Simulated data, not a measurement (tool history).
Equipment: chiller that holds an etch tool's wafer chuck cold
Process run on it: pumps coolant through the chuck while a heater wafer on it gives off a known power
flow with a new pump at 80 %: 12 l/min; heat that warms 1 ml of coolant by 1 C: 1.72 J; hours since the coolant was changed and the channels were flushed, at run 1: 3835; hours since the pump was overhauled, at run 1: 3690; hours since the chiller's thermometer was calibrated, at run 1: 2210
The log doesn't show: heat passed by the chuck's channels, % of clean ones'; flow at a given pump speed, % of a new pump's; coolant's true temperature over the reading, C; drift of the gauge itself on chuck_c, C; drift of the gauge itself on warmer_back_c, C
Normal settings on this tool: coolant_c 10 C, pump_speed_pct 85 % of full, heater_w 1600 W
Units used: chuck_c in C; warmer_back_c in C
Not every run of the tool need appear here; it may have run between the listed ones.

run    hour  coolant_c  pump_speed_pct  heater_w  hours since the coolant was changed and the channels were flushed  hours since the pump was overhauled  hours since the chiller's thermometer was calibrated  chuck_c  warmer_back_c
  1       0         10              85      1600                                                               3835                                 3690                                                  2210     23.6           4.76
  2   102.9         12              85      1600                                                               3938                                 3793                                                  2313     25.7           4.82
  3   162.3         12              85      1600                                                               3997                                 3852                                                  2372     25.7            4.7
  4   235.9         12              85      1600                                                               4071                                 3926                                                  2446     26.1           4.79
  5     298         12              85      1600                                                               4133                                 3988                                                  2508     25.9           4.81
  6   358.8         10              85      1600                                                               4194                                 4049                                                  2569     23.9            4.8
  7   451.3         19              85      1600                                                               4286                                 4141                                                  2661     33.1           4.83
  8   513.2         10              85      1600                                                               4348                                 4203                                                  2723     24.1           4.81
  9   589.8         10              85      2152                                                               4425                                 4280                                                  2800       29            6.5
 10   636.6         10              85      2152                                                               4471                                 4327                                                  2846     28.8           6.47
      688.8  -- chiller's thermometer calibrated
 11   733.1         10              85      2152                                                               4567                                 4422                                                    44     28.5           6.51
 12   801.6         10              85      2152                                                               4635                                 4491                                                   113     28.7           6.56
 13     873         10              85      2152                                                               4707                                 4562                                                   184     28.7           6.52
 14   975.6         10              85      2152                                                               4809                                 4665                                                   287     28.8           6.51
 15  1073.9         10              68      1600                                                               4908                                 4763                                                   385       26           6.27
 16  1161.8         10              68      1600                                                               4996                                 4851                                                   473     26.2           6.21
 17  1247.9         15              87      1432                                                               5082                                 4937                                                   559     27.4           4.26
 18  1316.3         15              87      1432                                                               5150                                 5005                                                   627     27.6           4.32
 19  1421.9         10              70      1383                                                               5256                                 5111                                                   733       24           5.25
     1433.4  -- coolant pump overhauled
 20  1518.1         10              70      1987                                                               5347                                   85                                                   824     30.8              8
 21  1619.3          0              71      1975                                                               5448                                  186                                                   926     20.5           7.84
     1690.4  -- coolant pump overhauled, once more
 22  1716.1          1              63      1081                                                               5540                                   26                                                  1017     12.1           4.07
 23  1824.3         12              80       974                                                               5648                                  134                                                  1125     20.8           2.85
 24  1889.9         10              85      1137                                                               5714                                  199                                                  1191     19.9           3.07
 25  1938.3          4              85      1600                                                               5762                                  248                                                  1239       18            4.3
 26  2028.3          4              85      1600                                                               5852                                  338                                                  1329     17.7           4.36
 27  2083.5          8              85      1600                                                               5907                                  393                                                  1385     21.7           4.39
 28  2138.1         14              98      1244                                                               5962                                  448                                                  1439       24           2.91
 29  2226.8         14              98      1244                                                               6051                                  536                                                  1528     24.2           2.87
 30  2329.9         14              98      1244                                                               6154                                  639                                                  1631     24.3           2.95
 31  2410.2         18              85      1600                                                               6234                                  720                                                  1711     32.2           4.36

5 ways to go on from here, each from the tool as it stands after run 31. What would each give?
  A  2485.5         10              92       844                                                               6309                                  795                                                  1787        ?              ?
  B  2485.5         10              75      1600                                                               6309                                  795                                                  1787        ?              ?
  C  2485.5         18              81      1600                                                               6309                                  795                                                  1787        ?              ?
  D  2485.5          5              87      2249                                                               6309                                  795                                                  1787        ?              ?
  E  2485.5         18              85       957                                                               6309                                  795                                                  1787        ?              ?

run  chuck_c  warmer_back_c
  A     17.3           2.16
  B     25.5           5.08
  C     32.6           4.64
  D     24.7           6.03
  E     26.7           2.62
Take away the tool's hidden state, keep each run's random variation, and the runs would have read:
run  chuck_c  warmer_back_c
  A     15.7           2.13
  B     22.4           5.02
  C     29.6           4.59
  D     20.6           5.95
  E     24.8           2.59
